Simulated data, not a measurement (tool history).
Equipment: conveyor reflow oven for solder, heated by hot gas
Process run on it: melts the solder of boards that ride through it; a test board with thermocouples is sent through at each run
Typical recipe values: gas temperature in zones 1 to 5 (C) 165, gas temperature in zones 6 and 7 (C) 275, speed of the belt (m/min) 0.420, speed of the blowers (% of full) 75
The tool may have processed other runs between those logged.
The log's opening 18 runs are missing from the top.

run,hour,gas temperature in zones 1 to 5 (C),gas temperature in zones 6 and 7 (C),speed of the belt (m/min),speed of the blowers (% of full),highest temperature of the board (C),time above the solder's melting point (s)
# hour 1010.1: belt drive overhauled, speed set with a stopwatch, once more
19,1024.9,178,282,0.351,77,272.8,94.4
20,1081.6,161,264,0.396,80,250.4,64.4
21,1118.8,161,264,0.396,80,251.0,63.7
22,1164.5,166,270,0.420,75,254.1,63.7
23,1240.1,166,270,0.420,75,253.6,62.7
24,1304.2,166,270,0.420,68,252.1,61.9
25,1375.9,166,270,0.420,68,251.2,61.2
26,1419.5,165,275,0.393,75,258.7,71.4
27,1476.0,165,269,0.420,83,252.5,61.7
28,1523.7,179,275,0.420,75,258.4,72.1
# hour 1569.8: flux residue cleaned out of gas plates and filters
29,1582.4,179,275,0.352,77,266.1,91.2
30,1620.9,179,275,0.352,77,264.1,91.8

Branching from run 30: 4 alternative next runs. What would each branch give?
A,1667.4,161,266,0.420,75,?,?
B,1667.4,165,275,0.420,60,?,?
C,1667.4,179,282,0.352,77,?,?
D,1667.4,165,275,0.473,75,?,?

run,highest temperature of the board (C),time above the solder's melting point (s)
A,248.8,59.4
B,255.3,64.3
C,271.3,94.1
D,254.3,56.0
The same runs, with their run-to-run variation unchanged, on a tool lacking any hidden condition would have given:
run,highest temperature of the board (C),time above the solder's melting point (s)
A,251.2,61.0
B,257.6,65.6
C,273.7,94.6
D,256.8,57.3
